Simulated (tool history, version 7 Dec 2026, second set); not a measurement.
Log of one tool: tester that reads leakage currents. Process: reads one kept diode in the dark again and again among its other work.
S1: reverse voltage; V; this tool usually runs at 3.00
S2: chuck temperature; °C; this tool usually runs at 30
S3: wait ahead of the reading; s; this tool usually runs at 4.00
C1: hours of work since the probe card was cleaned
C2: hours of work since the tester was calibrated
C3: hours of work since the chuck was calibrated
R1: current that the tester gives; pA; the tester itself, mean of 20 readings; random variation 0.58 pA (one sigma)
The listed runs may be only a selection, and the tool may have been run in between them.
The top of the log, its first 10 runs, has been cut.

run 11 day=12.000 | S1=3.00 S2=30 S3=4.00 | C1=270 C2=1047 C3=328 | R1=188.73
run 12 day=13.438 | S1=3.00 S2=30 S3=4.00 | C1=290 C2=1067 C3=348 | R1=188.06
run 13 day=14.875 | S1=3.00 S2=30 S3=4.00 | C1=311 C2=1087 C3=368 | R1=187.57
run 14 day=16.033 | S1=3.00 S2=30 S3=4.00 | C1=327 C2=1103 C3=385 | R1=188.68
run 15 day=16.896 | S1=3.00 S2=30 S3=4.00 | C1=339 C2=1116 C3=397 | R1=188.26
run 16 day=18.183 | S1=5.90 S2=30 S3=4.00 | C1=357 C2=1134 C3=415 | R1=276.72
run 17 day=18.858 | S1=5.90 S2=30 S3=4.00 | C1=367 C2=1143 C3=424 | R1=275.76
run 18 day=20.262 | S1=5.90 S2=30 S3=4.00 | C1=387 C2=1163 C3=444 | R1=274.63
run 19 day=21.392 | S1=5.90 S2=30 S3=4.00 | C1=403 C2=1179 C3=460 | R1=275.27
run 20 day=22.850 | S1=3.00 S2=30 S3=4.00 | C1=423 C2=1199 C3=481 | R1=187.69
run 21 day=23.833 | S1=1.13 S2=33 S3=4.00 | C1=437 C2=1213 C3=494 | R1=137.76
run 22 day=24.858 | S1=17.46 S2=50 S3=8.67 | C1=451 C2=1228 C3=509 | R1=2325.85
run 23 day=25.783 | S1=17.46 S2=50 S3=8.67 | C1=464 C2=1241 C3=522 | R1=2322.66
run 24 day=27.175 | S1=17.46 S2=30 S3=1.76 | C1=484 C2=1260 C3=542 | R1=510.29
run 25 day=28.467 | S1=6.29 S2=27 S3=1.76 | C1=502 C2=1279 C3=560 | R1=222.21
run 26 day=29.642 | S1=5.96 S2=30 S3=2.15 | C1=519 C2=1295 C3=576 | R1=276.82

Run 27 is up next; what results do you expect?
run 27 day=30.908 | S1=5.96 S2=30 S3=2.15 | C1=537 C2=1313 C3=594 | R1=?

R1: 275.60 pA
With no hidden state in the tool, this same run would have given R1 284.55 pA.

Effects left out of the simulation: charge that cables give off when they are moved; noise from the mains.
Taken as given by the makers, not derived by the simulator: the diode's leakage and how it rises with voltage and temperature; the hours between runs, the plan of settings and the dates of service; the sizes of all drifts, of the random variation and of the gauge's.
